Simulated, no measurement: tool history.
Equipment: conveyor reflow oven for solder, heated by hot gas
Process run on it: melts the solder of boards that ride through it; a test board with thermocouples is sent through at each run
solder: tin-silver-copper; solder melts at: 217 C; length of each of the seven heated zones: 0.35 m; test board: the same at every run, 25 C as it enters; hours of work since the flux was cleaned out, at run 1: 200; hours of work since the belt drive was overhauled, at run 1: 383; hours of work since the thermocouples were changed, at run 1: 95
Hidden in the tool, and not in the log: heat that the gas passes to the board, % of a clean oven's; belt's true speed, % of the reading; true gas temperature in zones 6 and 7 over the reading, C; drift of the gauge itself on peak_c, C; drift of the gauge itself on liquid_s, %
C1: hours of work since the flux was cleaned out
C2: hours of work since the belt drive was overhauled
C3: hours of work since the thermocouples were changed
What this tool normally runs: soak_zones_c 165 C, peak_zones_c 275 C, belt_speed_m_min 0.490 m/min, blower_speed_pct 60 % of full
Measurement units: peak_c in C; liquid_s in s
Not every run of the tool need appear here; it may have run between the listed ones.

{"run": 1, "hour": 0.0, "soak_zones_c": 165, "peak_zones_c": 275, "belt_speed_m_min": 0.49, "blower_speed_pct": 60, "C1": 200, "C2": 383, "C3": 95, "peak_c": 251.7, "liquid_s": 58.5}
{"run": 2, "hour": 20.4, "soak_zones_c": 165, "peak_zones_c": 275, "belt_speed_m_min": 0.444, "blower_speed_pct": 60, "C1": 212, "C2": 394, "C3": 107, "peak_c": 255.4, "liquid_s": 69.5}
{"run": 3, "hour": 42.9, "soak_zones_c": 165, "peak_zones_c": 275, "belt_speed_m_min": 0.444, "blower_speed_pct": 60, "C1": 225, "C2": 408, "C3": 120, "peak_c": 255.6, "liquid_s": 69.7}
{"run": 4, "hour": 60.3, "soak_zones_c": 165, "peak_zones_c": 275, "belt_speed_m_min": 0.444, "blower_speed_pct": 60, "C1": 235, "C2": 418, "C3": 130, "peak_c": 255.5, "liquid_s": 69.4}
{"run": 5, "hour": 78.0, "soak_zones_c": 165, "peak_zones_c": 275, "belt_speed_m_min": 0.444, "blower_speed_pct": 60, "C1": 246, "C2": 428, "C3": 141, "peak_c": 255.6, "liquid_s": 69.4}
{"run": 6, "hour": 93.5, "soak_zones_c": 165, "peak_zones_c": 275, "belt_speed_m_min": 0.444, "blower_speed_pct": 60, "C1": 255, "C2": 437, "C3": 150, "peak_c": 255.4, "liquid_s": 69.4}
{"run": 7, "hour": 112.5, "soak_zones_c": 165, "peak_zones_c": 275, "belt_speed_m_min": 0.403, "blower_speed_pct": 60, "C1": 266, "C2": 449, "C3": 161, "peak_c": 258.7, "liquid_s": 80.3}
{"hour": 121.3, "done": "flux residue cleaned out of gas plates and filters"}
{"run": 8, "hour": 141.8, "soak_zones_c": 165, "peak_zones_c": 275, "belt_speed_m_min": 0.403, "blower_speed_pct": 60, "C1": 12, "C2": 463, "C3": 175, "peak_c": 258.9, "liquid_s": 80.4}
{"run": 9, "hour": 163.4, "soak_zones_c": 165, "peak_zones_c": 275, "belt_speed_m_min": 0.49, "blower_speed_pct": 70, "C1": 25, "C2": 475, "C3": 188, "peak_c": 253.7, "liquid_s": 61.1}
{"run": 10, "hour": 184.1, "soak_zones_c": 165, "peak_zones_c": 275, "belt_speed_m_min": 0.49, "blower_speed_pct": 70, "C1": 37, "C2": 488, "C3": 200, "peak_c": 253.9, "liquid_s": 60.8}
{"run": 11, "hour": 201.5, "soak_zones_c": 165, "peak_zones_c": 275, "belt_speed_m_min": 0.49, "blower_speed_pct": 60, "C1": 47, "C2": 498, "C3": 210, "peak_c": 251.7, "liquid_s": 58.7}
{"run": 12, "hour": 220.8, "soak_zones_c": 165, "peak_zones_c": 275, "belt_speed_m_min": 0.49, "blower_speed_pct": 63, "C1": 58, "C2": 509, "C3": 221, "peak_c": 252.4, "liquid_s": 59.4}
{"run": 13, "hour": 246.6, "soak_zones_c": 165, "peak_zones_c": 275, "belt_speed_m_min": 0.49, "blower_speed_pct": 60, "C1": 73, "C2": 524, "C3": 237, "peak_c": 251.5, "liquid_s": 58.8}
{"run": 14, "hour": 265.5, "soak_zones_c": 165, "peak_zones_c": 275, "belt_speed_m_min": 0.49, "blower_speed_pct": 60, "C1": 85, "C2": 535, "C3": 248, "peak_c": 251.9, "liquid_s": 58.5}
{"run": 15, "hour": 291.0, "soak_zones_c": 165, "peak_zones_c": 275, "belt_speed_m_min": 0.49, "blower_speed_pct": 60, "C1": 100, "C2": 550, "C3": 263, "peak_c": 251.6, "liquid_s": 59.0}
{"run": 16, "hour": 305.1, "soak_zones_c": 165, "peak_zones_c": 275, "belt_speed_m_min": 0.45, "blower_speed_pct": 60, "C1": 108, "C2": 559, "C3": 271, "peak_c": 255.1, "liquid_s": 67.8}
{"run": 17, "hour": 319.2, "soak_zones_c": 166, "peak_zones_c": 288, "belt_speed_m_min": 0.587, "blower_speed_pct": 61, "C1": 116, "C2": 567, "C3": 279, "peak_c": 254.4, "liquid_s": 50.2}
{"run": 18, "hour": 333.0, "soak_zones_c": 169, "peak_zones_c": 288, "belt_speed_m_min": 0.499, "blower_speed_pct": 61, "C1": 124, "C2": 575, "C3": 287, "peak_c": 263.1, "liquid_s": 67.8}
{"run": 19, "hour": 353.6, "soak_zones_c": 169, "peak_zones_c": 288, "belt_speed_m_min": 0.499, "blower_speed_pct": 61, "C1": 136, "C2": 587, "C3": 299, "peak_c": 262.9, "liquid_s": 67.4}
{"run": 20, "hour": 365.3, "soak_zones_c": 169, "peak_zones_c": 288, "belt_speed_m_min": 0.499, "blower_speed_pct": 61, "C1": 143, "C2": 594, "C3": 306, "peak_c": 263.1, "liquid_s": 67.5}
{"run": 21, "hour": 386.8, "soak_zones_c": 169, "peak_zones_c": 288, "belt_speed_m_min": 0.468, "blower_speed_pct": 61, "C1": 156, "C2": 606, "C3": 319, "peak_c": 265.8, "liquid_s": 74.3}
{"run": 22, "hour": 404.8, "soak_zones_c": 172, "peak_zones_c": 288, "belt_speed_m_min": 0.401, "blower_speed_pct": 61, "C1": 166, "C2": 617, "C3": 329, "peak_c": 272.2, "liquid_s": 93.1}
{"run": 23, "hour": 428.4, "soak_zones_c": 174, "peak_zones_c": 281, "belt_speed_m_min": 0.508, "blower_speed_pct": 87, "C1": 180, "C2": 631, "C3": 343, "peak_c": 262.1, "liquid_s": 68.0}
{"run": 24, "hour": 445.6, "soak_zones_c": 165, "peak_zones_c": 275, "belt_speed_m_min": 0.57, "blower_speed_pct": 59, "C1": 190, "C2": 641, "C3": 353, "peak_c": 244.7, "liquid_s": 43.1}
{"run": 25, "hour": 468.4, "soak_zones_c": 165, "peak_zones_c": 275, "belt_speed_m_min": 0.57, "blower_speed_pct": 59, "C1": 204, "C2": 654, "C3": 367, "peak_c": 244.5, "liquid_s": 43.1}
{"run": 26, "hour": 484.9, "soak_zones_c": 165, "peak_zones_c": 271, "belt_speed_m_min": 0.546, "blower_speed_pct": 60, "C1": 213, "C2": 664, "C3": 376, "peak_c": 243.6, "liquid_s": 44.6}
{"run": 27, "hour": 502.5, "soak_zones_c": 165, "peak_zones_c": 271, "belt_speed_m_min": 0.546, "blower_speed_pct": 60, "C1": 224, "C2": 674, "C3": 387, "peak_c": 243.7, "liquid_s": 44.6}
{"run": 28, "hour": 524.8, "soak_zones_c": 165, "peak_zones_c": 271, "belt_speed_m_min": 0.546, "blower_speed_pct": 88, "C1": 237, "C2": 687, "C3": 400, "peak_c": 249.3, "liquid_s": 50.9}
{"run": 29, "hour": 550.0, "soak_zones_c": 165, "peak_zones_c": 278, "belt_speed_m_min": 0.565, "blower_speed_pct": 69, "C1": 251, "C2": 702, "C3": 414, "peak_c": 250.0, "liquid_s": 48.8}
{"run": 30, "hour": 563.6, "soak_zones_c": 178, "peak_zones_c": 289, "belt_speed_m_min": 0.49, "blower_speed_pct": 59, "C1": 259, "C2": 710, "C3": 422, "peak_c": 266.1, "liquid_s": 74.2}
{"hour": 585.3, "done": "flux residue cleaned out of gas plates and filters"}
{"run": 31, "hour": 586.0, "soak_zones_c": 163, "peak_zones_c": 275, "belt_speed_m_min": 0.515, "blower_speed_pct": 60, "C1": 0, "C2": 720, "C3": 433, "peak_c": 249.1, "liquid_s": 52.3}
{"run": 32, "hour": 599.0, "soak_zones_c": 163, "peak_zones_c": 275, "belt_speed_m_min": 0.515, "blower_speed_pct": 60, "C1": 8, "C2": 728, "C3": 440, "peak_c": 249.2, "liquid_s": 52.5}

Branching from run 32: 3 alternative next runs. What would each branch give?
{"run": "A", "hour": 623.4, "soak_zones_c": 173, "peak_zones_c": 275, "belt_speed_m_min": 0.515, "blower_speed_pct": 77, "C1": 22, "C2": 742, "C3": 455, "peak_c": "?", "liquid_s": "?"}
{"run": "B", "hour": 623.4, "soak_zones_c": 154, "peak_zones_c": 264, "belt_speed_m_min": 0.515, "blower_speed_pct": 80, "C1": 22, "C2": 742, "C3": 455, "peak_c": "?", "liquid_s": "?"}
{"run": "C", "hour": 623.4, "soak_zones_c": 163, "peak_zones_c": 275, "belt_speed_m_min": 0.515, "blower_speed_pct": 90, "C1": 22, "C2": 742, "C3": 455, "peak_c": "?", "liquid_s": "?"}

run=A peak_c=254.6 liquid_s=61.3
run=B peak_c=241.8 liquid_s=44.2
run=C peak_c=254.7 liquid_s=58.5
The same runs, with their run-to-run variation unchanged, on a tool lacking any hidden condition would have given:
run=A peak_c=254.6 liquid_s=61.3
run=B peak_c=241.8 liquid_s=44.2
run=C peak_c=254.8 liquid_s=58.5
